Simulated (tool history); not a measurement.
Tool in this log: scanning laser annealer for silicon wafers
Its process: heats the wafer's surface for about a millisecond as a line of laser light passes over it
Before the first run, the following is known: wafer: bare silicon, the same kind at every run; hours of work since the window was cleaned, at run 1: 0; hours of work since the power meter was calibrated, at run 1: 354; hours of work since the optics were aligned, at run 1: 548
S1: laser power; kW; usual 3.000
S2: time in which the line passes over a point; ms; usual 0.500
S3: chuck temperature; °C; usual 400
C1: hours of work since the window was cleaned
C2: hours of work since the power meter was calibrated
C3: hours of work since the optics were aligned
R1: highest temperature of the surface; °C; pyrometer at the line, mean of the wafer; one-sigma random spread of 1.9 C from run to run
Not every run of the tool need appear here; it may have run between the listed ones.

run 1 hour=0.0 | S1=3.000 S2=0.500 S3=400 | C1=0 C2=354 C3=548 | R1=1203
run 2 hour=83.4 | S1=3.000 S2=0.500 S3=400 | C1=47 C2=401 C3=594 | R1=1201
run 3 hour=125.7 | S1=3.096 S2=0.500 S3=400 | C1=70 C2=424 C3=618 | R1=1227
run 4 hour=190.6 | S1=3.000 S2=0.477 S3=400 | C1=106 C2=460 C3=654 | R1=1177
run 5 hour=266.1 | S1=3.000 S2=0.477 S3=400 | C1=148 C2=503 C3=696 | R1=1178
run 6 hour=310.6 | S1=3.000 S2=0.477 S3=400 | C1=173 C2=527 C3=721 | R1=1172
run 7 hour=356.0 | S1=3.000 S2=0.477 S3=400 | C1=199 C2=553 C3=746 | R1=1172
run 8 hour=403.8 | S1=3.000 S2=0.477 S3=434 | C1=225 C2=579 C3=773 | R1=1203
run 9 hour=447.6 | S1=3.000 S2=0.500 S3=400 | C1=250 C2=604 C3=797 | R1=1188
run 10 hour=492.6 | S1=3.091 S2=0.500 S3=400 | C1=275 C2=629 C3=823 | R1=1218
run 11 hour=567.4 | S1=3.091 S2=0.500 S3=400 | C1=317 C2=671 C3=864 | R1=1210
run 12 hour=606.9 | S1=3.091 S2=0.500 S3=400 | C1=339 C2=693 C3=886 | R1=1209
run 13 hour=652.6 | S1=3.000 S2=0.500 S3=386 | C1=364 C2=718 C3=912 | R1=1169
run 14 hour=690.4 | S1=3.040 S2=0.416 S3=391 | C1=385 C2=739 C3=933 | R1=1113
run 15 hour=767.2 | S1=3.000 S2=0.500 S3=400 | C1=428 C2=782 C3=976 | R1=1178
run 16 hour=808.7 | S1=3.000 S2=0.595 S3=400 | C1=451 C2=805 C3=999 | R1=1252
run 17 hour=847.0 | S1=3.000 S2=0.595 S3=400 | C1=472 C2=827 C3=1020 | R1=1253
run 18 hour=890.5 | S1=2.909 S2=0.403 S3=400 | C1=497 C2=851 C3=1045 | R1=1076
run 19 hour=937.1 | S1=3.000 S2=0.546 S3=423 | C1=523 C2=877 C3=1071 | R1=1232
run 20 hour=1015.4 | S1=3.000 S2=0.417 S3=400 | C1=566 C2=921 C3=1114 | R1=1105
run 21 hour=1062.6 | S1=2.689 S2=0.414 S3=388 | C1=593 C2=947 C3=1141 | R1=1013
run 22 hour=1101.2 | S1=2.566 S2=0.488 S3=402 | C1=614 C2=968 C3=1162 | R1=1050
run 23 hour=1151.3 | S1=3.052 S2=0.610 S3=438 | C1=642 C2=996 C3=1190 | R1=1309

Hidden state or all else? Some run-to-run changes of R1, split into what the settings, what came in and random variation would give without the hidden state, and what is left for the hidden state (with any gauge scatter that isn't in both results):
The hidden state here: light that passes the window, % of a clean one's; laser's true power over the reading, %; width of the line over the set one, %; drift of the gauge itself on peak_c, C.
Run 17 -> 18: S1 3.000 -> 2.909, S2 0.595 -> 0.403. R1 -177 °C: hidden state +6, all else -183.
Run 18 -> 19: S1 2.909 -> 3.000, S2 0.403 -> 0.546, S3 400 -> 423. R1 +156 °C: hidden state -8, all else +164.
Run 22 -> 23: S1 2.566 -> 3.052, S2 0.488 -> 0.610, S3 402 -> 438. R1 +259 °C: hidden state -14, all else +273.

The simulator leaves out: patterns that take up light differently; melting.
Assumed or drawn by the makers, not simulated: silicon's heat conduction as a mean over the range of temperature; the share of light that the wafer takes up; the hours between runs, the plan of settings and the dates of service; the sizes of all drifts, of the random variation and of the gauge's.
